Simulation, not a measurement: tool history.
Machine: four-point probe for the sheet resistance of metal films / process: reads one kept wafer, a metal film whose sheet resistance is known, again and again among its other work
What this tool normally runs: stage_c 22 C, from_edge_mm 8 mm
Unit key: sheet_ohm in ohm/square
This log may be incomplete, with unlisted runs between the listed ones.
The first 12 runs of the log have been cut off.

run   hour  stage_c  from_edge_mm  sheet_ohm
 13  339.6       29             8   1.608082
 14  372.2       29             8   1.608404
 15  393.1       29             8   1.608592
 16  422.4       29             8   1.608803
 17  451.3       22             8   1.618857
 18  473.5       22             8   1.618517
 19  511.4       22             8   1.618322
 20  529.3       22            23   1.613218
 21  551.3       22            23    1.61417
 22  583.9       22             8   1.618372
       594  -- stage's thermometer calibrated
 23  604.6       23             8   1.615232
 24  631.9       25            18   1.607235
 25  666.1       32            25   1.597295
 26  682.5       31            42    1.59818
 27  702.1       20            58   1.614698
 28    726       33            11   1.598293
 29  758.1       30            62   1.599069
 30  783.2       30            62   1.599147
 31  814.9       28             9   1.606192

Expected results for the next run?
 32  843.3       28             9          ?

{"run 32": {"sheet_ohm": 1.606337}}
Take away the tool's hidden state, keep the run-to-run variation as it was, and the same run would have given sheet_ohm 1.609696 ohm/square.
